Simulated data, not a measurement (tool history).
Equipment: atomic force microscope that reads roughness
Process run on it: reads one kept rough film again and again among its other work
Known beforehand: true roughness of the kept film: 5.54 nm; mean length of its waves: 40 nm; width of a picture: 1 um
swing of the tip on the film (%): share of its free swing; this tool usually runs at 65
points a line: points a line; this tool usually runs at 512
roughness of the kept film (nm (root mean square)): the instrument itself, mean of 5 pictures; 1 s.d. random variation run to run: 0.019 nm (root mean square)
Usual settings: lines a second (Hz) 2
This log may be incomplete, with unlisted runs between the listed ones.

run    hour  lines a second (Hz)  swing of the tip on the film (%)  points a line  roughness of the kept film (nm (root mean square))
  1       0                    2                                65            512                                               3.837
  2    32.3                    2                                65            512                                                3.74
       64.1  -- new tip fitted
  3   100.1                    2                                65            512                                               4.498
  4   162.8                    2                                65            512                                               4.258
  5   197.4                    2                                65            512                                               4.138
  6   266.3                    2                                57            512                                               4.037
  7     314                    2                                57            512                                                3.89
      348.6  -- new tip fitted
  8     378                    2                                65            512                                               4.522
  9   413.7                    2                                65            512                                               4.347
 10   475.3                    2                                65            512                                               4.183
 11     536                    2                                65            512                                               3.968
 12   584.9                 1.43                                65            512                                                3.92
      629.1  -- new tip fitted
 13   649.5                 0.69                                65            512                                               4.739
 14   721.2                    2                                62            512                                               4.297
 15   791.3                    2                                62            512                                               4.075
 16   833.7                    2                                84            512                                               3.472
 17   885.1                    2                                65            600                                               3.749
      912.7  -- new tip fitted
 18   922.7                    2                                65            512                                               4.555
 19   969.2                 2.87                                65            512                                               4.297
 20    1016                 2.87                                65            512                                               4.143
 21  1085.9                 0.82                                56            512                                                4.24
 22  1131.8                 2.18                                65            337                                               3.866
 23  1173.1                 2.18                                65            337                                               3.725
     1195.6  -- new tip fitted
 24  1231.3                 0.89                                88            333                                               4.282
 25  1291.3                 1.08                                65            512                                               4.372
 26  1326.9                 1.08                                65            512                                               4.231
     1362.5  -- height scale calibrated on a step standard
 27  1366.9                 1.08                                70            777                                                4.17
 28  1437.1                 0.68                                70            777                                               4.038
     1480.6  -- new tip fitted
 29  1480.9                 0.68                                70            777                                               4.902
 30  1555.5                 1.97                                82            361                                               4.021
 31  1585.9                    2                                60            400                                               4.385
 32    1618                 0.64                                83            352                                               4.246
 33  1671.8                 0.64                                61            360                                               4.201
 34  1730.4                 0.71                                61            471                                               4.017
     1761.5  -- new tip fitted
 35  1799.5                 0.71                                61            471                                               4.723
 36  1869.3                    2                                65            454                                               4.268
 37    1900                 1.36                                67            591                                               4.269
 38  1945.5                 2.32                                89            370                                               3.385
 39  2003.2                 0.53                                60            512                                               4.064
     2044.1  -- new tip fitted
 40  2055.2                 0.67                                65            512                                               4.881

Some steps in roughness of the kept film (nm (root mean square)) between neighbouring runs. How much of each would the tool show without its hidden state too (settings, what came in, random variation), and how much is left for the hidden state, with any gauge scatter that isn't in both results?
Hidden state at play: radius of the tip, nm; height scale over the true one, %; drift of the gauge itself on roughness_nm, %.
Run 17 -> 18: points a line 600 -> 512, new tip fitted. roughness of the kept film (nm (root mean square)) +0.806: hidden state +0.833, all else -0.027.
Run 28 -> 29: new tip fitted. roughness of the kept film (nm (root mean square)) +0.864: hidden state +0.847, all else +0.017.
Run 29 -> 30: lines a second (Hz) 0.68 -> 1.97, swing of the tip on the film (%) 70 -> 82, points a line 777 -> 361. roughness of the kept film (nm (root mean square)) -0.881: hidden state -0.261, all else -0.62.
Run 37 -> 38: lines a second (Hz) 1.36 -> 2.32, swing of the tip on the film (%) 67 -> 89, points a line 591 -> 370. roughness of the kept film (nm (root mean square)) -0.884: hidden state -0.015, all else -0.869.
Run 39 -> 40: lines a second (Hz) 0.53 -> 0.67, swing of the tip on the film (%) 60 -> 65, new tip fitted. roughness of the kept film (nm (root mean square)) +0.817: hidden state +0.866, all else -0.049.
